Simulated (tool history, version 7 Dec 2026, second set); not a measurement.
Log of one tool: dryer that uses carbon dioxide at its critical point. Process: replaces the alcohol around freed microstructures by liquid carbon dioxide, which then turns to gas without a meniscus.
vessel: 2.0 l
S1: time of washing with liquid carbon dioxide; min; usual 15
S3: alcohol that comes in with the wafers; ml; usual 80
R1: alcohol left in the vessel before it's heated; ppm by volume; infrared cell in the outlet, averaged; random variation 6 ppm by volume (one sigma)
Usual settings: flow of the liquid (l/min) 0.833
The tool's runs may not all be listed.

{"run": 1, "hour": 0.0, "S1": 15, "flow of the liquid (l/min)": 0.833, "S3": 80, "R1": 264}
{"run": 2, "hour": 5.5, "S1": 15, "flow of the liquid (l/min)": 0.833, "S3": 80, "R1": 264}
{"run": 3, "hour": 13.7, "S1": 10, "flow of the liquid (l/min)": 0.833, "S3": 80, "R1": 1379}
{"run": 4, "hour": 19.6, "S1": 10, "flow of the liquid (l/min)": 0.833, "S3": 80, "R1": 1372}
{"run": 5, "hour": 27.6, "S1": 10, "flow of the liquid (l/min)": 0.833, "S3": 80, "R1": 1386}
{"run": 6, "hour": 39.0, "S1": 10, "flow of the liquid (l/min)": 0.833, "S3": 80, "R1": 1376}
{"run": 7, "hour": 45.9, "S1": 10, "flow of the liquid (l/min)": 0.833, "S3": 80, "R1": 1409}
{"run": 8, "hour": 56.3, "S1": 15, "flow of the liquid (l/min)": 0.833, "S3": 80, "R1": 278}
{"run": 9, "hour": 66.2, "S1": 15, "flow of the liquid (l/min)": 0.833, "S3": 80, "R1": 262}
{"run": 10, "hour": 73.0, "S1": 15, "flow of the liquid (l/min)": 0.833, "S3": 80, "R1": 276}
{"run": 11, "hour": 83.1, "S1": 15, "flow of the liquid (l/min)": 1.4, "S3": 80, "R1": 14}
{"run": 12, "hour": 94.1, "S1": 15, "flow of the liquid (l/min)": 1.4, "S3": 78, "R1": 20}
{"run": 13, "hour": 104.8, "S1": 15, "flow of the liquid (l/min)": 1.4, "S3": 78, "R1": 22}
{"run": 14, "hour": 114.3, "S1": 15, "flow of the liquid (l/min)": 1.4, "S3": 78, "R1": 29}
{"run": 15, "hour": 123.1, "S1": 15, "flow of the liquid (l/min)": 1.4, "S3": 78, "R1": 21}
{"run": 16, "hour": 128.0, "S1": 15, "flow of the liquid (l/min)": 0.639, "S3": 78, "R1": 840}
{"run": 17, "hour": 136.2, "S1": 15, "flow of the liquid (l/min)": 0.639, "S3": 78, "R1": 844}
{"run": 18, "hour": 143.4, "S1": 15, "flow of the liquid (l/min)": 0.639, "S3": 78, "R1": 866}
{"run": 19, "hour": 148.9, "S1": 15, "flow of the liquid (l/min)": 0.833, "S3": 80, "R1": 280}
{"run": 20, "hour": 156.9, "S1": 15, "flow of the liquid (l/min)": 0.833, "S3": 80, "R1": 282}
{"run": 21, "hour": 167.9, "S1": 15, "flow of the liquid (l/min)": 0.833, "S3": 80, "R1": 278}
{"run": 22, "hour": 175.8, "S1": 12, "flow of the liquid (l/min)": 0.517, "S3": 29, "R1": 1197}
{"run": 23, "hour": 181.3, "S1": 10, "flow of the liquid (l/min)": 1.334, "S3": 68, "R1": 181}
{"run": 24, "hour": 189.8, "S1": 16, "flow of the liquid (l/min)": 0.961, "S3": 72, "R1": 85}
{"run": 25, "hour": 200.8, "S1": 17, "flow of the liquid (l/min)": 0.761, "S3": 27, "R1": 93}
{"run": 26, "hour": 209.4, "S1": 18, "flow of the liquid (l/min)": 0.752, "S3": 53, "R1": 136}
{"run": 27, "hour": 214.8, "S1": 13, "flow of the liquid (l/min)": 0.833, "S3": 80, "R1": 538}
{"run": 28, "hour": 225.3, "S1": 24, "flow of the liquid (l/min)": 1.246, "S3": 31, "R1": 12}
{"run": 29, "hour": 234.0, "S1": 24, "flow of the liquid (l/min)": 1.246, "S3": 31, "R1": 18}
{"run": 30, "hour": 239.7, "S1": 18, "flow of the liquid (l/min)": 1.413, "S3": 50, "R1": 16}
{"run": 31, "hour": 248.9, "S1": 18, "flow of the liquid (l/min)": 1.099, "S3": 27, "R1": 12}
{"run": 32, "hour": 256.6, "S1": 23, "flow of the liquid (l/min)": 0.633, "S3": 40, "R1": 73}
{"run": 33, "hour": 266.7, "S1": 23, "flow of the liquid (l/min)": 0.633, "S3": 40, "R1": 78}
{"run": 34, "hour": 277.5, "S1": 13, "flow of the liquid (l/min)": 0.81, "S3": 33, "R1": 267}
{"run": 35, "hour": 286.4, "S1": 13, "flow of the liquid (l/min)": 0.81, "S3": 33, "R1": 262}
{"run": 36, "hour": 292.7, "S1": 17, "flow of the liquid (l/min)": 0.81, "S3": 37, "R1": 86}
{"run": 37, "hour": 298.6, "S1": 13, "flow of the liquid (l/min)": 0.897, "S3": 80, "R1": 409}
{"run": 38, "hour": 307.4, "S1": 17, "flow of the liquid (l/min)": 0.974, "S3": 25, "R1": 34}
{"run": 39, "hour": 316.3, "S1": 20, "flow of the liquid (l/min)": 1.068, "S3": 80, "R1": 27}
{"run": 40, "hour": 323.3, "S1": 21, "flow of the liquid (l/min)": 0.623, "S3": 80, "R1": 237}

4 ways to go on from here, each from the tool as it stands after run 40. What would each give?
{"run": "A", "hour": 332.8, "S1": 21, "flow of the liquid (l/min)": 1.071, "S3": 80, "R1": "?"}
{"run": "B", "hour": 332.8, "S1": 15, "flow of the liquid (l/min)": 0.555, "S3": 22, "R1": "?"}
{"run": "C", "hour": 332.8, "S1": 9, "flow of the liquid (l/min)": 1.381, "S3": 21, "R1": "?"}
{"run": "D", "hour": 332.8, "S1": 21, "flow of the liquid (l/min)": 0.713, "S3": 96, "R1": "?"}

run=A R1=12
run=B R1=426
run=C R1=91
run=D R1=141
Without the tool's hidden state the same runs would have given:
run=A R1=1
run=B R1=346
run=C R1=64
run=D R1=94

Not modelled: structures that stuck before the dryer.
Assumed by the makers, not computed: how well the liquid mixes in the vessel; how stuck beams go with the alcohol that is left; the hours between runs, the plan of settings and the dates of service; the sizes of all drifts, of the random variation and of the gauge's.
